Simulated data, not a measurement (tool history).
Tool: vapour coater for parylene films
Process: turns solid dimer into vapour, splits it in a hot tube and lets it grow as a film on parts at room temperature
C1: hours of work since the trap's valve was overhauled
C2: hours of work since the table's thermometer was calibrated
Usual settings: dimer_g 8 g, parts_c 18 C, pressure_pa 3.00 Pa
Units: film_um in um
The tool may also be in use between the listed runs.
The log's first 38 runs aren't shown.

run 39 hour=1562.1 | dimer_g=8 parts_c=29 pressure_pa=3.00 | C1=103 C2=1344 | film_um=3.50
run 40 hour=1602.7 | dimer_g=8 parts_c=29 pressure_pa=3.00 | C1=134 C2=1375 | film_um=3.53
run 41 hour=1626.2 | dimer_g=8 parts_c=20 pressure_pa=2.92 | C1=151 C2=1392 | film_um=4.40
run 42 hour=1679.6 | dimer_g=6 parts_c=18 pressure_pa=3.00 | C1=192 C2=1432 | film_um=3.46
-- hour=1703.5 trap's valve overhauled
run 43 hour=1721.9 | dimer_g=3 parts_c=14 pressure_pa=6.09 | C1=14 C2=1461 | film_um=1.73
run 44 hour=1748.5 | dimer_g=8 parts_c=16 pressure_pa=4.00 | C1=34 C2=1481 | film_um=4.74
run 45 hour=1782.5 | dimer_g=8 parts_c=18 pressure_pa=5.68 | C1=59 C2=1507 | film_um=4.17
run 46 hour=1822.8 | dimer_g=7 parts_c=18 pressure_pa=4.33 | C1=90 C2=1537 | film_um=3.82
run 47 hour=1872.6 | dimer_g=6 parts_c=12 pressure_pa=3.09 | C1=127 C2=1574 | film_um=4.12

Forecast each of these 4 alternatives for the next run:
run A hour=1926.3 | dimer_g=5 parts_c=17 pressure_pa=10.32 | C1=167 C2=1615 | film_um=?
run B hour=1926.3 | dimer_g=6 parts_c=12 pressure_pa=7.28 | C1=167 C2=1615 | film_um=?
run C hour=1926.3 | dimer_g=6 parts_c=10 pressure_pa=3.00 | C1=167 C2=1615 | film_um=?
run D hour=1926.3 | dimer_g=6 parts_c=12 pressure_pa=11.68 | C1=167 C2=1615 | film_um=?

run=A film_um=2.40
run=B film_um=3.52
run=C film_um=4.25
run=D film_um=3.21
Without the tool's hidden state the same runs would have given:
run=A film_um=2.42
run=B film_um=3.54
run=C film_um=4.28
run=D film_um=3.22
